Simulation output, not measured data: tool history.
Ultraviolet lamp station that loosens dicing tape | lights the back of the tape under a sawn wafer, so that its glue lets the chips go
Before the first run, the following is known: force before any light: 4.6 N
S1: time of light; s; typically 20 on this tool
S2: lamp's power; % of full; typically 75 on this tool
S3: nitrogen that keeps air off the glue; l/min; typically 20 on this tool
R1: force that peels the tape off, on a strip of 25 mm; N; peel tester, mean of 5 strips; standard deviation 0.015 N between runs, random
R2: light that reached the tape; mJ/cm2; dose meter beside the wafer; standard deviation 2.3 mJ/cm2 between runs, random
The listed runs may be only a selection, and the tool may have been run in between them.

run	day	S1	S2	S3	R1	R2
1	0.000	20	75	20	0.828	199
2	2.712	20	86	20	0.653	223
3	5.321	20	86	20	0.691	218
4	7.612	19	75	20	0.934	175
5	9.279	20	75	20	0.886	182
6	11.879	20	75	20	0.903	184
7	14.525	20	75	27	0.784	177
# day 14.683: window cleaned of glue's vapour
8	17.058	20	75	27	0.837	168
9	18.438	20	67	20	1.136	151
# day 21.012: window cleaned of glue's vapour, once more
10	21.117	21	75	20	0.882	182
11	23.988	21	75	13	1.117	184
12	26.375	21	75	13	1.160	178
13	28.833	21	75	13	1.221	174
14	31.029	23	75	20	0.848	187
15	32.571	25	75	20	0.777	202
16	34.862	25	75	20	0.763	194
17	37.562	20	84	20	0.970	170
18	40.371	20	81	10	1.453	166
# day 41.950: window cleaned of glue's vapour
19	41.975	20	81	10	1.384	170
20	44.496	20	81	10	1.459	166
21	47.538	20	75	8	1.716	152
# day 48.092: lamp changed
22	50.779	18	87	11	0.980	209
23	53.917	22	92	11	0.685	267
24	55.517	25	77	29	0.419	250
25	57.296	25	77	29	0.443	256
26	59.596	10	89	17	1.714	111
27	62.204	25	64	12	1.030	197

Below, some changes in R1 between adjacent runs. For each, the amount present without the hidden state too (settings, incoming material, random variation) and the amount remaining for the hidden state with gauge scatter not shared by both compared results:
Hidden state at play: lamp's light, % of a new lamp's; light that the window lets through, % of a clean one's; drift of the gauge itself on peel_n, %; drift of the gauge itself on dose_mj_cm2, %.
Run 17 -> 18: S2 84 -> 81, S3 20 -> 10. R1 +0.483 N: hidden state +0.131, all else +0.352.
Run 21 -> 22: S1 20 -> 18, S2 75 -> 87, S3 8 -> 11, lamp changed. R1 -0.736 N: hidden state -0.495, all else -0.241.
Run 25 -> 26: S1 25 -> 10, S2 77 -> 89, S3 29 -> 17. R1 +1.271 N: hidden state +0.107, all else +1.164.
